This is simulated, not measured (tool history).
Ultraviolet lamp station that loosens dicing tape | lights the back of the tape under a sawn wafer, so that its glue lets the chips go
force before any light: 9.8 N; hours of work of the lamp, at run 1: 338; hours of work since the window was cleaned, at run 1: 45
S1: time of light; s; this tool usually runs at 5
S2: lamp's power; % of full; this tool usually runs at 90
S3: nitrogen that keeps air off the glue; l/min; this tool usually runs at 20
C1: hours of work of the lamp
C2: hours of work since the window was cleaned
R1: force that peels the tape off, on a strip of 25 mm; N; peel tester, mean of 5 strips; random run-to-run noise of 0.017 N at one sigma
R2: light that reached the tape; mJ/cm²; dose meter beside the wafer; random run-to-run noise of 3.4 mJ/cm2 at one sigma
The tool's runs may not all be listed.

| run | hour | S1 | S2 | S3 | C1 | C2 | R1 | R2 |
|---|---|---|---|---|---|---|---|---|
| 1 | 0 | 5 | 90 | 20 | 338 | 45 | 0.826 | 556 |
| 2 | 12.2 | 5 | 90 | 20 | 345 | 52 | 0.851 | 551 |
| 3 | 33.4 | 5 | 90 | 20 | 356 | 63 | 0.843 | 554 |
| 4 | 60 | 5 | 90 | 11 | 369 | 77 | 1.254 | 556 |
| 5 | 71.7 | 5 | 73 | 20 | 375 | 83 | 1.234 | 448 |
| 6 | 87.6 | 5 | 73 | 20 | 384 | 91 | 1.304 | 450 |
| 7 | 104.4 | 5 | 90 | 20 | 392 | 99 | 0.879 | 556 |
| 8 | 115.4 | 5 | 90 | 20 | 398 | 105 | 0.822 | 548 |
| 9 | 140.8 | 5 | 81 | 20 | 411 | 118 | 1.006 | 490 |
| 10 | 156.3 | 2 | 81 | 20 | 419 | 126 | 3.941 | 202 |
| 11 | 168.5 | 2 | 81 | 20 | 425 | 133 | 3.786 | 197 |
| 12 | 182 | 2 | 81 | 20 | 432 | 140 | 3.974 | 199 |
| 13 | 203.4 | 2 | 81 | 20 | 444 | 151 | 3.741 | 202 |
| 14 | 222.7 | 2 | 81 | 20 | 454 | 161 | 3.857 | 199 |
| 15 | 249 | 5 | 90 | 20 | 467 | 174 | 0.837 | 554 |
| 16 | 270.4 | 5 | 90 | 20 | 478 | 185 | 0.84 | 559 |
| 17 | 291.7 | 5 | 69 | 20 | 489 | 196 | 1.422 | 432 |
| 18 | 302.6 | 3 | 83 | 24 | 495 | 202 | 2.137 | 305 |
| 19 | 317.5 | 4 | 79 | 14 | 503 | 210 | 1.966 | 388 |
| 20 | 328.5 | 4 | 90 | 36 | 508 | 215 | 0.94 | 442 |
| 21 | 346 | 4 | 90 | 20 | 517 | 225 | 1.308 | 441 |
| 22 | 369.2 | 8 | 73 | 11 | 529 | 237 | 0.77 | 718 |
| 23 | 383 | 5 | 65 | 20 | 537 | 244 | 1.575 | 399 |
| 24 | 394.6 | 5 | 70 | 31 | 543 | 250 | 1.058 | 428 |
| 25 | 420.1 | 7 | 91 | 39 | 556 | 263 | 0.26 | 782 |
| 26 | 436.6 | 5 | 68 | 15 | 564 | 271 | 1.731 | 423 |
| 27 | 451.6 | 2 | 73 | 7 | 572 | 279 | 5.311 | 181 |
| 28 | 473.7 | 5 | 68 | 12 | 583 | 291 | 1.981 | 421 |
| 29 | 490.3 | 5 | 68 | 12 | 592 | 299 | 2.002 | 415 |
| 30 | 502.1 | 3 | 82 | 20 | 598 | 305 | 2.414 | 304 |
| 31 | 522.3 | 5 | 89 | 20 | 609 | 316 | 0.881 | 554 |
| 32 | 533.3 | 6 | 83 | 20 | 614 | 321 | 0.648 | 608 |
| 33 | 556.6 | 6 | 66 | 20 | 626 | 334 | 1.114 | 485 |

What if the next run were any one of these 4? Each begins from the tool's condition after run 33:
| A | 570.1 | 10 | 70 | 15 | 633 | 341 | ? | ? |
| B | 570.1 | 5 | 85 | 16 | 633 | 341 | ? | ? |
| C | 570.1 | 4 | 90 | 17 | 633 | 341 | ? | ? |
| D | 570.1 | 3 | 66 | 22 | 633 | 341 | ? | ? |

| run | R1 | R2 |
|---|---|---|
| A | 0.371 | 861 |
| B | 1.131 | 522 |
| C | 1.448 | 443 |
| D | 3.094 | 245 |
Without the tool's unlogged condition, the same runs would have read:
| run | R1 | R2 |
|---|---|---|
| A | 0.37 | 862 |
| B | 1.129 | 522 |
| C | 1.445 | 444 |
| D | 3.09 | 245 |
